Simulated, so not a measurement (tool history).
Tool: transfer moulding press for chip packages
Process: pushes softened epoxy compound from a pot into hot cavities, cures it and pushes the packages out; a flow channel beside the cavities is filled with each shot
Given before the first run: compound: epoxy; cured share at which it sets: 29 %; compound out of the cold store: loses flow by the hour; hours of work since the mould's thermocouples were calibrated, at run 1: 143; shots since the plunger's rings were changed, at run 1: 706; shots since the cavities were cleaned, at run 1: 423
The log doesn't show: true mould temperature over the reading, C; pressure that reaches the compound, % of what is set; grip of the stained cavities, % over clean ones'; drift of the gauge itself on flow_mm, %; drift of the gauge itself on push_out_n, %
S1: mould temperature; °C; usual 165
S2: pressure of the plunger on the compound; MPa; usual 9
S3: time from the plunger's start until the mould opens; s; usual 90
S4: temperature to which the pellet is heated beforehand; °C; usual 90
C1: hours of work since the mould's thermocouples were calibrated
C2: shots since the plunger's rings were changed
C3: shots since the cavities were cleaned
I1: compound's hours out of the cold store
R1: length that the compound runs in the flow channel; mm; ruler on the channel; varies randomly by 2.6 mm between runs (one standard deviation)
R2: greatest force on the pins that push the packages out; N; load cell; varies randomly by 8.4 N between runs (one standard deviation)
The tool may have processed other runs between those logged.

{"run": 1, "hour": 0.0, "S1": 165, "S2": 9, "S3": 90, "S4": 90, "C1": 143, "C2": 706, "C3": 423, "I1": 44.5, "R1": 634, "R2": 357}
{"run": 2, "hour": 8.0, "S1": 165, "S2": 9, "S3": 90, "S4": 90, "C1": 150, "C2": 822, "C3": 539, "I1": 38.4, "R1": 657, "R2": 361}
{"run": 3, "hour": 21.1, "S1": 165, "S2": 9, "S3": 90, "S4": 90, "C1": 160, "C2": 1013, "C3": 730, "I1": 12.4, "R1": 759, "R2": 395}
{"run": 4, "hour": 40.7, "S1": 165, "S2": 9, "S3": 90, "S4": 90, "C1": 175, "C2": 1297, "C3": 1014, "I1": 12.8, "R1": 760, "R2": 389}
{"hour": 50.7, "done": "cavities cleaned with cleaning compound and waxed"}
{"run": 5, "hour": 60.6, "S1": 165, "S2": 9, "S3": 90, "S4": 92, "C1": 189, "C2": 1564, "C3": 143, "I1": 25, "R1": 710, "R2": 376}
{"run": 6, "hour": 79.3, "S1": 165, "S2": 9, "S3": 90, "S4": 92, "C1": 203, "C2": 1836, "C3": 415, "I1": 19.3, "R1": 730, "R2": 386}
{"run": 7, "hour": 89.0, "S1": 165, "S2": 9, "S3": 90, "S4": 92, "C1": 211, "C2": 1977, "C3": 556, "I1": 23.1, "R1": 719, "R2": 377}
{"run": 8, "hour": 99.8, "S1": 165, "S2": 9, "S3": 90, "S4": 92, "C1": 219, "C2": 2135, "C3": 714, "I1": 19.1, "R1": 725, "R2": 374}
{"run": 9, "hour": 113.7, "S1": 165, "S2": 9, "S3": 90, "S4": 92, "C1": 230, "C2": 2335, "C3": 914, "I1": 28.2, "R1": 696, "R2": 364}
{"run": 10, "hour": 127.9, "S1": 165, "S2": 9, "S3": 90, "S4": 100, "C1": 241, "C2": 2542, "C3": 1121, "I1": 47.1, "R1": 622, "R2": 341}
{"hour": 131.3, "done": "cavities cleaned with cleaning compound and waxed"}
{"run": 11, "hour": 147.1, "S1": 165, "S2": 9, "S3": 90, "S4": 100, "C1": 255, "C2": 2799, "C3": 229, "I1": 45, "R1": 628, "R2": 348}
{"run": 12, "hour": 158.1, "S1": 165, "S2": 9, "S3": 90, "S4": 83, "C1": 263, "C2": 2959, "C3": 389, "I1": 41.1, "R1": 656, "R2": 374}
{"run": 13, "hour": 173.2, "S1": 165, "S2": 9, "S3": 90, "S4": 83, "C1": 275, "C2": 3178, "C3": 608, "I1": 39.9, "R1": 656, "R2": 367}
{"hour": 189.2, "done": "plunger's sealing rings changed"}
{"run": 14, "hour": 189.7, "S1": 165, "S2": 9, "S3": 90, "S4": 83, "C1": 285, "C2": 8, "C3": 812, "I1": 16.8, "R1": 748, "R2": 404}
{"run": 15, "hour": 204.4, "S1": 165, "S2": 9, "S3": 95, "S4": 83, "C1": 297, "C2": 221, "C3": 1025, "I1": 32.5, "R1": 683, "R2": 341}
{"hour": 214.5, "done": "cavities cleaned with cleaning compound and waxed"}
{"run": 16, "hour": 216.7, "S1": 165, "S2": 9, "S3": 95, "S4": 83, "C1": 305, "C2": 378, "C3": 32, "I1": 35.2, "R1": 672, "R2": 340}
{"run": 17, "hour": 226.0, "S1": 165, "S2": 9, "S3": 95, "S4": 83, "C1": 312, "C2": 513, "C3": 167, "I1": 28.7, "R1": 698, "R2": 346}
{"run": 18, "hour": 243.4, "S1": 164, "S2": 9, "S3": 80, "S4": 96, "C1": 326, "C2": 766, "C3": 420, "I1": 47.9, "R1": 628, "R2": 469}
{"run": 19, "hour": 261.0, "S1": 164, "S2": 9, "S3": 80, "S4": 96, "C1": 339, "C2": 1022, "C3": 676, "I1": 29.6, "R1": 694, "R2": 522}
{"run": 20, "hour": 274.6, "S1": 164, "S2": 10.88, "S3": 84, "S4": 93, "C1": 350, "C2": 1219, "C3": 873, "I1": 26.3, "R1": 775, "R2": 473}
{"run": 21, "hour": 288.4, "S1": 171, "S2": 7.34, "S3": 82, "S4": 93, "C1": 360, "C2": 1420, "C3": 1074, "I1": 23.8, "R1": 637, "R2": 330}
{"hour": 294.5, "done": "cavities cleaned with cleaning compound and waxed"}
{"run": 22, "hour": 297.9, "S1": 171, "S2": 7.34, "S3": 82, "S4": 93, "C1": 367, "C2": 1536, "C3": 49, "I1": 11.2, "R1": 679, "R2": 342}
{"run": 23, "hour": 308.6, "S1": 165, "S2": 9, "S3": 82, "S4": 93, "C1": 375, "C2": 1692, "C3": 205, "I1": 35.7, "R1": 664, "R2": 440}
{"run": 24, "hour": 319.4, "S1": 165, "S2": 9, "S3": 82, "S4": 93, "C1": 383, "C2": 1849, "C3": 362, "I1": 15, "R1": 751, "R2": 468}
{"run": 25, "hour": 328.0, "S1": 172, "S2": 6.91, "S3": 71, "S4": 93, "C1": 390, "C2": 1973, "C3": 486, "I1": 12.3, "R1": 653, "R2": 427}
{"run": 26, "hour": 347.3, "S1": 172, "S2": 10.26, "S3": 83, "S4": 96, "C1": 405, "C2": 2253, "C3": 766, "I1": 13.8, "R1": 786, "R2": 300}
{"run": 27, "hour": 360.6, "S1": 172, "S2": 10.26, "S3": 83, "S4": 96, "C1": 415, "C2": 2447, "C3": 960, "I1": 47.6, "R1": 651, "R2": 300}
{"hour": 374.8, "done": "cavities cleaned with cleaning compound and waxed"}
{"run": 28, "hour": 374.8, "S1": 160, "S2": 7.74, "S3": 80, "S4": 88, "C1": 425, "C2": 2632, "C3": 0, "I1": 26.8, "R1": 662, "R2": 683}
{"run": 29, "hour": 384.9, "S1": 160, "S2": 8.36, "S3": 93, "S4": 88, "C1": 433, "C2": 2778, "C3": 146, "I1": 16.5, "R1": 732, "R2": 494}

Forecast each of these 4 alternatives for the next run:
{"run": "A", "hour": 401.2, "S1": 164, "S2": 9, "S3": 90, "S4": 87, "C1": 445, "C2": 3014, "C3": 382, "I1": 45.7, "R1": "?", "R2": "?"}
{"run": "B", "hour": 401.2, "S1": 169, "S2": 8.36, "S3": 93, "S4": 88, "C1": 445, "C2": 3014, "C3": 382, "I1": 39.2, "R1": "?", "R2": "?"}
{"run": "C", "hour": 401.2, "S1": 166, "S2": 7.62, "S3": 90, "S4": 90, "C1": 445, "C2": 3014, "C3": 382, "I1": 39.9, "R1": "?", "R2": "?"}
{"run": "D", "hour": 401.2, "S1": 158, "S2": 9, "S3": 90, "S4": 90, "C1": 445, "C2": 3014, "C3": 382, "I1": 22.4, "R1": "?", "R2": "?"}

run=A R1=636 R2=373
run=B R1=623 R2=271
run=C R1=601 R2=354
run=D R1=738 R2=611
Had the tool no hidden state, the same runs would have come out as:
run=A R1=636 R2=370
run=B R1=623 R2=269
run=C R1=601 R2=351
run=D R1=739 R2=607

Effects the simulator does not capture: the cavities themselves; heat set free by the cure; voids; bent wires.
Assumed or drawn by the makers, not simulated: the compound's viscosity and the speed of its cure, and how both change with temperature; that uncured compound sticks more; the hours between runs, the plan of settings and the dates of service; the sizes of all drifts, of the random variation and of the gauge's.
